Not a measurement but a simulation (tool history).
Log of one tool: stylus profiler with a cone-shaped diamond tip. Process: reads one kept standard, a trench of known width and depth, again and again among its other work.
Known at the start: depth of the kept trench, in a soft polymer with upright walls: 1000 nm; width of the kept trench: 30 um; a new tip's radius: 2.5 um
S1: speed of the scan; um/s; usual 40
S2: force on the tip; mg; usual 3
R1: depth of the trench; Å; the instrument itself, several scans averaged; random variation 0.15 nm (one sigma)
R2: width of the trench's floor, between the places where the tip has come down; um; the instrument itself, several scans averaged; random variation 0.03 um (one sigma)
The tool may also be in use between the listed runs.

{"run": 1, "day": 0.0, "S1": 40, "S2": 3, "R1": 10046.4, "R2": 25.27}
{"run": 2, "day": 1.025, "S1": 40, "S2": 4.08, "R1": 10062.1, "R2": 25.26}
{"run": 3, "day": 3.142, "S1": 40, "S2": 3, "R1": 10045.7, "R2": 25.13}
{"run": 4, "day": 5.292, "S1": 40, "S2": 1.3, "R1": 10013.3, "R2": 25.05}
{"run": 5, "day": 7.217, "S1": 40, "S2": 2.12, "R1": 10029.7, "R2": 25.07}
{"run": 6, "day": 8.371, "S1": 40, "S2": 2.12, "R1": 10027.1, "R2": 25.1}
{"run": 7, "day": 9.275, "S1": 77, "S2": 2.12, "R1": 10028.5, "R2": 24.88}
{"run": 8, "day": 10.988, "S1": 40, "S2": 3, "R1": 10041.4, "R2": 25.05}
{"run": 9, "day": 12.162, "S1": 40, "S2": 3, "R1": 10036.2, "R2": 25.1}
{"run": 10, "day": 13.171, "S1": 40, "S2": 2.42, "R1": 10029.5, "R2": 24.99}
{"run": 11, "day": 14.883, "S1": 40, "S2": 1.42, "R1": 10014, "R2": 24.94}
{"run": 12, "day": 15.771, "S1": 21, "S2": 3, "R1": 10038.5, "R2": 25.13}
{"run": 13, "day": 16.729, "S1": 30, "S2": 3, "R1": 10039.8, "R2": 25.09}
{"run": 14, "day": 17.792, "S1": 30, "S2": 3, "R1": 10041.4, "R2": 25.04}
{"run": 15, "day": 19.179, "S1": 43, "S2": 1.94, "R1": 10021.7, "R2": 24.87}
{"run": 16, "day": 20.3, "S1": 59, "S2": 1.88, "R1": 10016.7, "R2": 24.87}
{"run": 17, "day": 21.188, "S1": 20, "S2": 1.88, "R1": 10017.6, "R2": 25.06}
{"run": 18, "day": 22.071, "S1": 129, "S2": 1.09, "R1": 10001.5, "R2": 24.34}
{"run": 19, "day": 23.688, "S1": 129, "S2": 1.09, "R1": 10002, "R2": 24.38}
{"run": 20, "day": 25.854, "S1": 129, "S2": 1.09, "R1": 9999.8, "R2": 24.3}
{"run": 21, "day": 27.846, "S1": 129, "S2": 1.09, "R1": 10000.6, "R2": 24.27}
{"run": 22, "day": 28.867, "S1": 50, "S2": 8.52, "R1": 10104.6, "R2": 24.92}
{"run": 23, "day": 30.05, "S1": 37, "S2": 1.06, "R1": 10001, "R2": 24.75}
{"run": 24, "day": 31.225, "S1": 156, "S2": 4.35, "R1": 10050.2, "R2": 24.46}

Run 25 comes next. What will it give?
{"run": 25, "day": 33.312, "S1": 11, "S2": 1.72, "R1": "?", "R2": "?"}

{"run 25": {"R1": 10010.7, "R2": 24.89}}
Without the tool's hidden state the same run would have given R1 10048.1 Å, R2 25.97 um.
